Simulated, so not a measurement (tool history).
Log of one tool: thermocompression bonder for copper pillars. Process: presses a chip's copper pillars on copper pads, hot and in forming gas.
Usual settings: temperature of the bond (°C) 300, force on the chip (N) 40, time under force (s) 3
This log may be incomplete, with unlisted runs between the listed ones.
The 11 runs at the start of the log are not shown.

run,hour,temperature of the bond (°C),force on the chip (N),time under force (s),force that shears a chip off (N)
12,299.2,300,29,3,49.0
13,327.0,300,29,3,48.3
# hour 331.8: force cell calibrated
14,362.9,300,40,4,62.4
15,392.4,300,40,4,62.1
16,423.0,300,40,4,62.4
17,447.3,300,40,4,62.2
18,478.9,300,40,4,61.3
19,505.1,300,40,4,61.8
20,530.8,293,40,3,51.2
# hour 553.2: force cell calibrated, once more
21,564.3,329,40,5,85.4
22,594.7,300,40,5,69.1
# hour 615.7: forming gas filter changed
23,621.4,300,40,5,73.1
24,658.8,270,40,4,48.8
25,695.6,270,40,4,48.0
26,724.0,270,43,7,61.7
27,752.8,270,43,7,61.4
28,769.5,318,38,4,76.6
29,789.0,300,40,2,52.6
30,826.0,300,36,2,48.8
31,854.9,321,40,2,64.0
32,881.0,321,40,2,63.2

Alternative continuations, all from the tool just after run 32; predict every row:
A,904.5,321,30,2,?
B,904.5,305,40,6,?
C,904.5,321,51,5,?
D,904.5,300,33,3,?

run,force that shears a chip off (N)
A,54.8
B,77.3
C,90.4
D,53.7
What these runs would have given with no unlogged condition in the tool:
run,force that shears a chip off (N)
A,59.8
B,83.3
C,96.2
D,59.0
